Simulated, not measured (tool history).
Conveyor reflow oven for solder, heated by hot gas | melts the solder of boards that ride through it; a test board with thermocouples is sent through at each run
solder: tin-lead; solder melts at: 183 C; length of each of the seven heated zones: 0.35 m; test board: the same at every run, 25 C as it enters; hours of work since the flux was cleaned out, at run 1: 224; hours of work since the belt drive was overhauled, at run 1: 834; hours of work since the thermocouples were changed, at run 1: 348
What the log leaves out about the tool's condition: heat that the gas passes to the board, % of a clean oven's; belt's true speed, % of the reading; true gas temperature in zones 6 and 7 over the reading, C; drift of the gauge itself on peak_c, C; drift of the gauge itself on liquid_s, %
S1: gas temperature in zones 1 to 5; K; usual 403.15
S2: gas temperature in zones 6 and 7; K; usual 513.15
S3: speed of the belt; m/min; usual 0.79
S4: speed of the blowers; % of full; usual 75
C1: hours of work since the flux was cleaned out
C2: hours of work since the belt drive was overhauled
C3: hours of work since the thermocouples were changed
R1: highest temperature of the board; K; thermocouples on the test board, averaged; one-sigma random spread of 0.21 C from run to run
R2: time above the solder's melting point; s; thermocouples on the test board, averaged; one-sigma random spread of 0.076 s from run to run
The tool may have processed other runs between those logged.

Run 1, day 0: usual settings; C1 224; C2 834; C3 348. Result: R1 499.85 K, R2 43.7 s.
Run 2, day 0.483: usual settings; C1 233; C2 843; C3 357. Result: R1 499.25 K, R2 43.67 s.
At day 0.688: belt drive overhauled, speed set with a stopwatch.
Run 3, day 1.246: usual settings; C1 244; C2 10; C3 368. Result: R1 498.05 K, R2 42.02 s.
Run 4, day 1.867: usual settings but S4 64 % of full; C1 256; C2 22; C3 380. Result: R1 495.65 K, R2 40.41 s.
Run 5, day 2.45: usual settings; C1 267; C2 33; C3 391. Result: R1 498.25 K, R2 42.19 s.
Run 6, day 2.992: usual settings; C1 277; C2 43; C3 401. Result: R1 498.45 K, R2 41.99 s.
Run 7, day 3.421: usual settings; C1 285; C2 51; C3 409. Result: R1 497.85 K, R2 42.05 s.
Run 8, day 3.712: usual settings; C1 290; C2 56; C3 414. Result: R1 498.25 K, R2 41.96 s.
Run 9, day 4.254: usual settings; C1 300; C2 66; C3 424. Result: R1 497.95 K, R2 41.91 s.
Run 10, day 4.571: usual settings; C1 306; C2 72; C3 430. Result: R1 497.85 K, R2 41.85 s.
Run 11, day 5.225: usual settings; C1 318; C2 85; C3 442. Result: R1 497.85 K, R2 41.78 s.
Run 12, day 5.762: usual settings; C1 328; C2 95; C3 452. Result: R1 497.85 K, R2 41.87 s.
Run 13, day 6.342: usual settings but S3 0.848 m/min; C1 339; C2 105; C3 463. Result: R1 494.85 K, R2 37.7 s.
Run 14, day 6.638: usual settings but S1 409.15 K; C1 345; C2 111; C3 469. Result: R1 498.25 K, R2 43.6 s.
Run 15, day 7.1: usual settings but S2 504.15 K; C1 353; C2 119; C3 477. Result: R1 489.45 K, R2 37.73 s.
Run 16, day 7.579: usual settings but S1 390.15 K, S2 504.15 K; C1 362; C2 128; C3 486. Result: R1 487.35 K, R2 34.06 s.
Run 17, day 8.108: usual settings but S1 392.15 K, S4 50 % of full; C1 372; C2 138; C3 496. Result: R1 487.65 K, R2 33.57 s.
Run 18, day 8.758: usual settings but S1 392.15 K, S4 65 % of full; C1 384; C2 150; C3 508. Result: R1 493.05 K, R2 36.88 s.
Run 19, day 9.142: usual settings but S1 393.15 K, S2 526.15 K, S3 0.663 m/min, S4 65 % of full; C1 391; C2 157; C3 515. Result: R1 512.25 K, R2 54.55 s.
Run 20, day 9.779: usual settings but S1 393.15 K, S2 526.15 K, S3 0.663 m/min, S4 65 % of full; C1 403; C2 169; C3 527. Result: R1 511.75 K, R2 54.54 s.
Run 21, day 10.096: usual settings but S2 508.15 K, S3 0.685 m/min; C1 409; C2 175; C3 533. Result: R1 497.05 K, R2 48.67 s.
Run 22, day 10.712: usual settings but S2 521.15 K, S3 0.92 m/min; C1 421; C2 187; C3 544. Result: R1 498.45 K, R2 35.68 s.
Run 23, day 11.362: usual settings but S2 521.15 K, S3 0.92 m/min; C1 433; C2 199; C3 557. Result: R1 498.05 K, R2 35.71 s.
Run 24, day 11.746: usual settings but S1 410.15 K, S4 58 % of full; C1 440; C2 206; C3 564. Result: R1 494.25 K, R2 41.38 s.
Run 25, day 12.304: usual settings but S2 524.15 K; C1 450; C2 216; C3 574. Result: R1 506.75 K, R2 45.65 s.
Run 26, day 12.817: usual settings but S2 524.15 K; C1 460; C2 226; C3 584. Result: R1 506.95 K, R2 45.53 s.
Run 27, day 13.483: usual settings but S2 524.15 K; C1 472; C2 238; C3 596. Result: R1 506.65 K, R2 45.68 s.
At day 13.825: flux residue cleaned out of gas plates and filters.
Run 28, day 14.3: usual settings but S1 404.15 K, S2 524.15 K, S3 0.813 m/min; C1 9; C2 250; C3 607. Result: R1 511.15 K, R2 46.05 s.
Run 29, day 14.717: usual settings but S1 404.15 K, S2 524.15 K, S3 0.813 m/min; C1 17; C2 257; C3 615. Result: R1 510.85 K, R2 46.06 s.
Run 30, day 15.088: usual settings but S3 0.796 m/min, S4 76 % of full; C1 23; C2 264; C3 622. Result: R1 501.95 K, R2 43.59 s.
Run 31, day 15.704: usual settings but S1 399.15 K, S2 506.15 K, S3 0.653 m/min, S4 64 % of full; C1 35; C2 276; C3 633. Result: R1 497.55 K, R2 50.83 s.

Here are 4 independent what-if runs from the current tool condition. What would each one return?
Run A, day 16.175: usual settings but S1 399.15 K, S2 504.15 K, S3 0.741 m/min, S4 64 % of full; C1 44; C2 285; C3 642. Result: R1 ?, R2 ?.
Run B, day 16.175: usual settings but S1 410.15 K; C1 44; C2 285; C3 642. Result: R1 ?, R2 ?.
Run C, day 16.175: usual settings but S2 502.15 K, S3 0.855 m/min, S4 77 % of full; C1 44; C2 285; C3 642. Result: R1 ?, R2 ?.
Run D, day 16.175: usual settings but S1 409.15 K, S3 0.926 m/min, S4 65 % of full; C1 44; C2 285; C3 642. Result: R1 ?, R2 ?.

run      R1     R2
  A  492.05  41.37
  B  502.45  45.69
  C  489.55  35.05
  D  493.75  35.25
Had the tool no hidden state, the same runs would have come out as:
run      R1     R2
  A  489.75  39.87
  B  500.15  44.53
  C  487.45  33.79
  D  491.65   34.1
